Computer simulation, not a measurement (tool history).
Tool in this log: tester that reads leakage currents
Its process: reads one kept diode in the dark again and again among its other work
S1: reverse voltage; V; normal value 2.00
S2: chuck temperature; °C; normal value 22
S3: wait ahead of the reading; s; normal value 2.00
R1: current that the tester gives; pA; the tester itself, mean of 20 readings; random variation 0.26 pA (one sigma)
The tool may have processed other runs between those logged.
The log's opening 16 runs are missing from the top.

| run | hour | S1 | S2 | S3 | R1 |
|---|---|---|---|---|---|
| 17 | 799.1 | 2.00 | 22 | 2.00 | 105.07 |
| 18 | 828.5 | 2.00 | 22 | 2.00 | 105.77 |
| 19 | 882.4 | 2.00 | 22 | 2.00 | 105.88 |
| 20 | 927.2 | 2.00 | 22 | 2.00 | 105.33 |
| 21 | 995.0 | 2.00 | 38 | 2.00 | 434.39 |
| 22 | 1047.5 | 3.28 | 36 | 0.87 | 495.64 |
|  | 1089.4 | chuck's temperature calibrated |
| 23 | 1089.4 | 10.38 | 25 | 2.00 | 305.60 |
| 24 | 1134.4 | 10.38 | 25 | 2.00 | 304.24 |
| 25 | 1169.4 | 15.43 | 25 | 2.61 | 386.19 |
| 26 | 1212.4 | 8.52 | 58 | 1.98 | 4241.12 |
| 27 | 1263.0 | 3.45 | 30 | 7.23 | 252.00 |
| 28 | 1326.0 | 3.45 | 30 | 7.23 | 252.52 |
| 29 | 1392.5 | 14.34 | 21 | 0.72 | 259.75 |
| 30 | 1458.3 | 14.34 | 21 | 0.72 | 261.35 |
| 31 | 1488.4 | 13.68 | 25 | 2.12 | 365.80 |
| 32 | 1522.0 | 13.68 | 25 | 2.12 | 366.52 |
| 33 | 1550.5 | 7.23 | 23 | 2.98 | 209.80 |
| 34 | 1615.7 | 7.23 | 23 | 2.98 | 209.49 |
| 35 | 1670.9 | 7.23 | 23 | 2.98 | 209.77 |
| 36 | 1737.0 | 2.00 | 40 | 8.35 | 440.55 |
| 37 | 1793.9 | 2.00 | 40 | 8.35 | 439.64 |
| 38 | 1822.7 | 11.52 | 26 | 1.26 | 370.07 |
| 39 | 1859.8 | 11.52 | 26 | 1.26 | 370.41 |
| 40 | 1907.5 | 11.52 | 26 | 1.26 | 372.98 |
| 41 | 1945.8 | 11.52 | 26 | 1.26 | 373.40 |

What if the next run were any one of these 3? Each begins from the tool's condition after run 41:
| A | 1998.3 | 1.16 | 26 | 0.56 | ? |
| B | 1998.3 | 10.67 | 26 | 0.35 | ? |
| C | 1998.3 | 2.00 | 22 | 0.88 | ? |

| run | R1 |
|---|---|
| A | 95.38 |
| B | 358.73 |
| C | 90.51 |
With no hidden state in the tool, these same runs would have given:
| run | R1 |
|---|---|
| A | 91.50 |
| B | 341.94 |
| C | 86.47 |
